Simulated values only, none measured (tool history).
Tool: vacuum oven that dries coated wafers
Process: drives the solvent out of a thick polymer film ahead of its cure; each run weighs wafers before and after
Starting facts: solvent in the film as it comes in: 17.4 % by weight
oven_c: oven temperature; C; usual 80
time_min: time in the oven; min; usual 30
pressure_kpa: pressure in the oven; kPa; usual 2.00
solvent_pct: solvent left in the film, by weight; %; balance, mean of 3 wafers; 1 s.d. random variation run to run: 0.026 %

run,hour,oven_c,time_min,pressure_kpa,solvent_pct
1,0.0,80,30,2.00,2.37
2,25.2,80,30,2.00,2.46
3,54.7,80,30,2.37,2.67
4,73.3,80,43,2.00,1.84
5,105.1,80,30,6.52,5.18
6,128.2,80,30,6.52,5.22
7,152.9,80,30,2.00,2.43
8,180.8,80,30,2.00,2.41
9,196.6,80,30,2.00,2.43
10,224.7,77,18,4.20,6.29
11,253.0,77,18,4.20,6.32
12,272.6,77,18,4.20,6.29
13,290.7,67,30,1.58,5.32
14,308.6,85,23,1.40,2.03

Below are 3 alternative next runs, each starting from the tool's condition after run 14. Predict each:
A,337.7,78,38,2.00,?
B,337.7,80,39,2.60,?
C,337.7,80,36,2.00,?

run,solvent_pct
A,2.34
B,2.32
C,2.10
Had the tool no hidden state, the same runs would have come out as:
run,solvent_pct
A,2.04
B,2.05
C,1.83
